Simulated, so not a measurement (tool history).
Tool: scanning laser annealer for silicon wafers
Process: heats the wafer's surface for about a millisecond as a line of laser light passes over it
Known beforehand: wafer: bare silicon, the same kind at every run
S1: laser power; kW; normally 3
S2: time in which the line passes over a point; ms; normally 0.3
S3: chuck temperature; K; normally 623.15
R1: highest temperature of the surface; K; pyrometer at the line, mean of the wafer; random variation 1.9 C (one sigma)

{"run": 1, "hour": 0.0, "S1": 3, "S2": 0.3, "S3": 623.15, "R1": 1415.15}
{"run": 2, "hour": 24.3, "S1": 3, "S2": 0.321, "S3": 623.15, "R1": 1443.15}
{"run": 3, "hour": 38.0, "S1": 3, "S2": 0.321, "S3": 623.15, "R1": 1444.15}
{"run": 4, "hour": 52.2, "S1": 3, "S2": 0.321, "S3": 623.15, "R1": 1445.15}
{"run": 5, "hour": 71.6, "S1": 3, "S2": 0.321, "S3": 623.15, "R1": 1442.15}
{"run": 6, "hour": 84.1, "S1": 3, "S2": 0.321, "S3": 623.15, "R1": 1440.15}
{"run": 7, "hour": 104.3, "S1": 3, "S2": 0.3, "S3": 623.15, "R1": 1415.15}
{"run": 8, "hour": 126.7, "S1": 3, "S2": 0.3, "S3": 623.15, "R1": 1412.15}
{"run": 9, "hour": 150.3, "S1": 3, "S2": 0.3, "S3": 623.15, "R1": 1414.15}
{"run": 10, "hour": 176.2, "S1": 3, "S2": 0.3, "S3": 623.15, "R1": 1412.15}
{"run": 11, "hour": 195.9, "S1": 3, "S2": 0.3, "S3": 623.15, "R1": 1413.15}
{"run": 12, "hour": 211.4, "S1": 3, "S2": 0.3, "S3": 585.15, "R1": 1368.15}
{"run": 13, "hour": 228.6, "S1": 3, "S2": 0.3, "S3": 585.15, "R1": 1371.15}
{"run": 14, "hour": 249.2, "S1": 3, "S2": 0.247, "S3": 623.15, "R1": 1336.15}
{"run": 15, "hour": 272.7, "S1": 3, "S2": 0.3, "S3": 623.15, "R1": 1407.15}
{"run": 16, "hour": 290.1, "S1": 2.835, "S2": 0.3, "S3": 623.15, "R1": 1361.15}
{"run": 17, "hour": 318.4, "S1": 2.717, "S2": 0.33, "S3": 657.15, "R1": 1391.15}
{"run": 18, "hour": 330.0, "S1": 2.717, "S2": 0.222, "S3": 610.15, "R1": 1211.15}
{"run": 19, "hour": 343.5, "S1": 3, "S2": 0.291, "S3": 599.15, "R1": 1372.15}
{"hour": 356.3, "done": "window over the wafer cleaned"}
{"run": 20, "hour": 357.3, "S1": 3, "S2": 0.291, "S3": 599.15, "R1": 1386.15}
{"run": 21, "hour": 383.4, "S1": 3.192, "S2": 0.368, "S3": 628.15, "R1": 1581.15}
{"run": 22, "hour": 395.0, "S1": 3.192, "S2": 0.368, "S3": 628.15, "R1": 1579.15}
{"run": 23, "hour": 407.3, "S1": 3.297, "S2": 0.3, "S3": 593.15, "R1": 1480.15}
{"run": 24, "hour": 423.2, "S1": 2.698, "S2": 0.226, "S3": 597.15, "R1": 1206.15}
{"run": 25, "hour": 440.1, "S1": 2.581, "S2": 0.248, "S3": 623.15, "R1": 1231.15}
{"run": 26, "hour": 452.4, "S1": 2.66, "S2": 0.36, "S3": 615.15, "R1": 1376.15}
{"run": 27, "hour": 479.0, "S1": 2.66, "S2": 0.36, "S3": 615.15, "R1": 1377.15}
{"run": 28, "hour": 505.4, "S1": 3, "S2": 0.293, "S3": 623.15, "R1": 1407.15}
{"run": 29, "hour": 525.4, "S1": 3, "S2": 0.293, "S3": 623.15, "R1": 1407.15}
{"run": 30, "hour": 539.4, "S1": 3, "S2": 0.307, "S3": 623.15, "R1": 1428.15}
{"run": 31, "hour": 564.9, "S1": 2.699, "S2": 0.211, "S3": 611.15, "R1": 1197.15}

Consider 4 possible next runs. They are alternatives, not a sequence: every one starts from the tool as it was left by run 31. What does each give?
{"run": "A", "hour": 584.8, "S1": 2.699, "S2": 0.369, "S3": 622.15, "R1": "?"}
{"run": "B", "hour": 584.8, "S1": 3.177, "S2": 0.23, "S3": 621.15, "R1": "?"}
{"run": "C", "hour": 584.8, "S1": 2.636, "S2": 0.3, "S3": 626.15, "R1": "?"}
{"run": "D", "hour": 584.8, "S1": 3.144, "S2": 0.221, "S3": 620.15, "R1": "?"}

run=A R1=1404.15
run=B R1=1361.15
run=C R1=1310.15
run=D R1=1334.15
Had the tool no hidden state, the same runs would have come out as:
run=A R1=1424.15
run=B R1=1380.15
run=C R1=1327.15
run=D R1=1352.15

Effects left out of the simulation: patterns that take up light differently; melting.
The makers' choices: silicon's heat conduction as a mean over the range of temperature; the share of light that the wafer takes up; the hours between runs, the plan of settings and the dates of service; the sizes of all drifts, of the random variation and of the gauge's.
